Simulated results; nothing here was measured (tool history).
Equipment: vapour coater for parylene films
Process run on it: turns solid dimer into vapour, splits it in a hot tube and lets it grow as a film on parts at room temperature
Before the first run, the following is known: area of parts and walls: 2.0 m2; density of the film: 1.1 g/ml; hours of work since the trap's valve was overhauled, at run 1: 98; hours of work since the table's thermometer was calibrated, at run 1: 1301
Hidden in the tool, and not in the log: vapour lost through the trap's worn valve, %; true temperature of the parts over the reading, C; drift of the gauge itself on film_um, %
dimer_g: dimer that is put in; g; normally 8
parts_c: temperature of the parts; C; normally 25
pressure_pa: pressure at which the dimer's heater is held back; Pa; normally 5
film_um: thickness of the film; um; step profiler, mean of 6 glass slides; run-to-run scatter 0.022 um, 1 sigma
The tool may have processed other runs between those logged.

| run | hour | dimer_g | parts_c | pressure_pa | hours of work since the trap's valve was overhauled | hours of work since the table's thermometer was calibrated | film_um |
|---|---|---|---|---|---|---|---|
| 1 | 0 | 8 | 25 | 5 | 98 | 1301 | 2.57 |
| 2 | 15.4 | 8 | 25 | 5 | 112 | 1314 | 2.54 |
| 3 | 32.4 | 8 | 25 | 5 | 127 | 1329 | 2.52 |
| 4 | 66.7 | 8 | 18 | 5 | 157 | 1360 | 3.3 |
| 5 | 96.9 | 8 | 18 | 5 | 184 | 1386 | 3.27 |
|  | 122.7 | trap's valve overhauled |
| 6 | 122.7 | 8 | 25 | 5 | 0 | 1406 | 2.58 |
| 7 | 158.7 | 8 | 25 | 5 | 32 | 1437 | 2.57 |
| 8 | 184 | 8 | 25 | 5 | 54 | 1460 | 2.52 |
| 9 | 217.9 | 3 | 25 | 5 | 84 | 1490 | 0.96 |
| 10 | 245.8 | 3 | 25 | 5 | 109 | 1514 | 0.96 |
| 11 | 283.8 | 8 | 25 | 5 | 142 | 1548 | 2.57 |
| 12 | 300.7 | 8 | 25 | 6.42 | 157 | 1563 | 2.51 |
| 13 | 324.3 | 8 | 25 | 6.42 | 178 | 1584 | 2.48 |
| 14 | 346.7 | 8 | 25 | 5.71 | 198 | 1604 | 2.54 |
|  | 357.2 | trap's valve overhauled |
| 15 | 372.6 | 7 | 31 | 4.55 | 14 | 1623 | 1.82 |
| 16 | 397 | 9 | 25 | 3.54 | 35 | 1645 | 2.99 |
| 17 | 434 | 9 | 25 | 3.54 | 68 | 1677 | 3.01 |
| 18 | 465.7 | 12 | 29 | 3.53 | 96 | 1706 | 3.42 |
| 19 | 497.7 | 5 | 21 | 3.24 | 124 | 1734 | 1.96 |
| 20 | 535.7 | 5 | 21 | 3.24 | 158 | 1767 | 1.94 |
| 21 | 562.8 | 5 | 21 | 3.24 | 182 | 1791 | 1.96 |
|  | 590.9 | trap's valve overhauled |
| 22 | 601.9 | 5 | 21 | 2.92 | 10 | 1822 | 1.99 |
| 23 | 622.9 | 10 | 22 | 5.35 | 28 | 1841 | 3.54 |
| 24 | 641.3 | 10 | 22 | 5.35 | 45 | 1857 | 3.54 |
| 25 | 656.8 | 8 | 25 | 5.36 | 58 | 1871 | 2.53 |
| 26 | 680.2 | 4 | 25 | 5 | 79 | 1892 | 1.28 |

4 ways to go on from here, each from the tool as it stands after run 26. What would each give?
| A | 698.2 | 5 | 21 | 4.35 | 95 | 1908 | ? |
| B | 698.2 | 8 | 25 | 4.13 | 95 | 1908 | ? |
| C | 698.2 | 3 | 22 | 2.54 | 95 | 1908 | ? |
| D | 698.2 | 13 | 25 | 4.15 | 95 | 1908 | ? |

| run | film_um |
|---|---|
| A | 1.9 |
| B | 2.62 |
| C | 1.14 |
| D | 4.23 |
Had the tool no hidden state, the same runs would have come out as:
| run | film_um |
|---|---|
| A | 1.9 |
| B | 2.63 |
| C | 1.14 |
| D | 4.23 |

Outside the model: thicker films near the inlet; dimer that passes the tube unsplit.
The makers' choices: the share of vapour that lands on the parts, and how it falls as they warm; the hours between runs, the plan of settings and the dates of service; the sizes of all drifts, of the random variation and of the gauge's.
